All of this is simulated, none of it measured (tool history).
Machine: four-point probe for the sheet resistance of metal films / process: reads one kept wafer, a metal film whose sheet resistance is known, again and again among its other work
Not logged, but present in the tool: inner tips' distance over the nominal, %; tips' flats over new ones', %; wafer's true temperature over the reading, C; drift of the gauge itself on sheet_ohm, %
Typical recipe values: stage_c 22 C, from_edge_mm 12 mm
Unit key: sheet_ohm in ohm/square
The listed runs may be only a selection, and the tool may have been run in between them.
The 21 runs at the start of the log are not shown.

run    hour  stage_c  from_edge_mm  touches since the probe head was changed  hours of work since the stage's thermometer was calibrated  sheet_ohm
 22   613.6       22             4                                     79971                                                         929   0.292897
 23   646.2       22             4                                     81031                                                         945   0.292922
 24   664.6       24             5                                     81631                                                         954   0.291829
 25   702.2       24             9                                     82856                                                         972   0.290865
 26   726.2       27             3                                     83638                                                         984   0.294466
 27     762       22            15                                     84806                                                        1001   0.290849
 28   800.8       26             9                                     86069                                                        1020   0.290767
 29     824       26             9                                     86826                                                        1032    0.29092
 30   840.9       26             9                                     87379                                                        1040   0.290848
 31     870       21            13                                     88327                                                        1054   0.291061
 32   906.9       28            48                                     89529                                                        1072   0.290322
 33   932.6       28            48                                     90366                                                        1085   0.290287
 34   966.5       22            29                                     91470                                                        1102   0.290866
 35   999.3       23            29                                     92542                                                        1118   0.290862
 36  1035.6       22            15                                     93724                                                        1136   0.290978
 37    1057       22            15                                     94421                                                        1146   0.291057
 38  1083.3       29            15                                     95280                                                        1159   0.290472
 39  1116.9       29            15                                     96374                                                        1176   0.290532
 40  1152.3       24            24                                     97528                                                        1193   0.290841
 41  1169.5       20             4                                     98088                                                        1201   0.293677
 42  1193.3       21            44                                     98864                                                        1213   0.291165

Estimate the outcome of run 43 from the log above:
 43  1225       21            44                                     99897                                                        1229          ?

Run 43 yielded sheet_ohm 0.291167 ohm/square.
With no hidden state in the tool, this same run would have given sheet_ohm 0.28773 ohm/square.
